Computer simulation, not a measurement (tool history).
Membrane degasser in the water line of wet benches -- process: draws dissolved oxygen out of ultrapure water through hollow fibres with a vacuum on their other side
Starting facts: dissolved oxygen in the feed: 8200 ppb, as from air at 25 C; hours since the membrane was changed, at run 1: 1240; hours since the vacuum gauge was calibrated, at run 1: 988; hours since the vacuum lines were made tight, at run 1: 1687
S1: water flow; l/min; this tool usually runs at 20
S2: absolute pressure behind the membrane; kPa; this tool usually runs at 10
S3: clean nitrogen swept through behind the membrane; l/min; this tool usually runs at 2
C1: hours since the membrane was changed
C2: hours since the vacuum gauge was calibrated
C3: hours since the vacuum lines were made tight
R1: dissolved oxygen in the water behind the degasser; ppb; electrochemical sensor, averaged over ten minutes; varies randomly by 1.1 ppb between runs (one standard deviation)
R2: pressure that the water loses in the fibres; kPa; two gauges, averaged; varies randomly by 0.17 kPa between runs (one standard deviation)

run 1 day=0 | S1=20 S2=10 S3=2 | C1=1240 C2=988 C3=1687 | R1=164.1 R2=29.03
run 2 day=2.258 | S1=20 S2=12.5 S3=2 | C1=1294 C2=1042 C3=1741 | R1=220.4 R2=29.3
run 3 day=4.467 | S1=20 S2=10 S3=2 | C1=1347 C2=1095 C3=1795 | R1=164.9 R2=29.37
run 4 day=6.571 | S1=20 S2=10 S3=2 | C1=1398 C2=1146 C3=1845 | R1=163.1 R2=29.24
run 5 day=10.867 | S1=20 S2=10 S3=2 | C1=1501 C2=1249 C3=1948 | R1=165 R2=28.85
run 6 day=14.333 | S1=20 S2=7.3 S3=2 | C1=1584 C2=1332 C3=2031 | R1=101.1 R2=29.02
run 7 day=18.379 | S1=20 S2=7.3 S3=2 | C1=1681 C2=1429 C3=2128 | R1=101.2 R2=29.33
run 8 day=21.479 | S1=20 S2=7.3 S3=2 | C1=1755 C2=1504 C3=2203 | R1=101.7 R2=29.38
run 9 day=23.933 | S1=20 S2=7.3 S3=1.19 | C1=1814 C2=1563 C3=2262 | R1=161.3 R2=29.21
run 10 day=26.033 | S1=21 S2=7.3 S3=1.19 | C1=1865 C2=1613 C3=2312 | R1=169 R2=30.87
run 11 day=29.246 | S1=21 S2=7.3 S3=1.19 | C1=1942 C2=1690 C3=2389 | R1=168.7 R2=31.23
run 12 day=31.262 | S1=20 S2=10 S3=2 | C1=1990 C2=1738 C3=2438 | R1=163 R2=29.09
run 13 day=35.371 | S1=20 S2=10 S3=2 | C1=2089 C2=1837 C3=2536 | R1=165.6 R2=29.11
run 14 day=37.517 | S1=20 S2=10 S3=2 | C1=2140 C2=1888 C3=2588 | R1=165.2 R2=29.45
run 15 day=41.321 | S1=20 S2=10 S3=2 | C1=2232 C2=1980 C3=2679 | R1=164.1 R2=29.76
run 16 day=43.508 | S1=20 S2=10 S3=2 | C1=2284 C2=2032 C3=2731 | R1=166 R2=29.1
run 17 day=46.088 | S1=23 S2=12.6 S3=1.62 | C1=2346 C2=2094 C3=2793 | R1=308.8 R2=33.46
run 18 day=49.629 | S1=29 S2=10 S3=4.45 | C1=2431 C2=2179 C3=2878 | R1=116.2 R2=42.91
run 19 day=51.938 | S1=29 S2=10 S3=4.45 | C1=2486 C2=2235 C3=2934 | R1=116.6 R2=42.68
run 20 day=55.588 | S1=16 S2=9.9 S3=1.9 | C1=2574 C2=2322 C3=3021 | R1=137.2 R2=23.44
run 21 day=58.108 | S1=16 S2=15 S3=1.9 | C1=2635 C2=2383 C3=3082 | R1=239.4 R2=24.03
run 22 day=61.771 | S1=16 S2=15 S3=1.9 | C1=2722 C2=2471 C3=3170 | R1=239.7 R2=23.38
run 23 day=66.038 | S1=15 S2=14.8 S3=1.79 | C1=2825 C2=2573 C3=3272 | R1=234.9 R2=21.94
run 24 day=68.408 | S1=15 S2=14.8 S3=1.79 | C1=2882 C2=2630 C3=3329 | R1=231.1 R2=22.43
run 25 day=71.558 | S1=13 S2=10 S3=1.57 | C1=2957 C2=2706 C3=3405 | R1=137.6 R2=19.4
run 26 day=75.129 | S1=15 S2=9.6 S3=4.9 | C1=3043 C2=2791 C3=3490 | R1=51.6 R2=21.85
run 27 day=78.992 | S1=15 S2=9.6 S3=4.9 | C1=3136 C2=2884 C3=3583 | R1=51.3 R2=22.09
run 28 day=83.704 | S1=13 S2=12.8 S3=2 | C1=3249 C2=2997 C3=3696 | R1=152.9 R2=19.31
run 29 day=87.621 | S1=20 S2=13.2 S3=3.1 | C1=3343 C2=3091 C3=3790 | R1=160.1 R2=29.72
run 30 day=90.771 | S1=20 S2=10 S3=2.39 | C1=3418 C2=3167 C3=3866 | R1=143.1 R2=29.44
run 31 day=93.279 | S1=27 S2=6.4 S3=2.39 | C1=3479 C2=3227 C3=3926 | R1=94.4 R2=40.05
run 32 day=95.775 | S1=28 S2=8.7 S3=4.05 | C1=3539 C2=3287 C3=3986 | R1=101.4 R2=41.24

Some steps in R1, run to run, broken into two amounts with sign: the step expected even without the hidden condition (settings, incoming material, random variation), and the rest, left for the hidden condition together with whatever gauge scatter is not in both the measured and the hidden-condition-free result:
The hidden state here: membrane still open, %; true pressure behind the membrane over the reading, kPa; air that leaks in behind the membrane, l/min; drift of the gauge itself on oxygen_ppb, %; drift of the gauge itself on loss_of_pressure_kpa, %.
Run 16 -> 17: S1 20 -> 23, S2 10 -> 12.6, S3 2 -> 1.62. R1 +142.8 ppb: hidden state +1.3, all else +141.5.
Run 17 -> 18: S1 23 -> 29, S2 12.6 -> 10, S3 1.62 -> 4.45. R1 -192.6 ppb: hidden state -2.1, all else -190.5.
Run 20 -> 21: S2 9.9 -> 15. R1 +102.2 ppb: hidden state +1.4, all else +100.8.
Run 25 -> 26: S1 13 -> 15, S2 10 -> 9.6, S3 1.57 -> 4.9. R1 -86 ppb: hidden state -2.3, all else -83.7.
Run 27 -> 28: S1 15 -> 13, S2 9.6 -> 12.8, S3 4.9 -> 2. R1 +101.6 ppb: hidden state +2.6, all else +99.
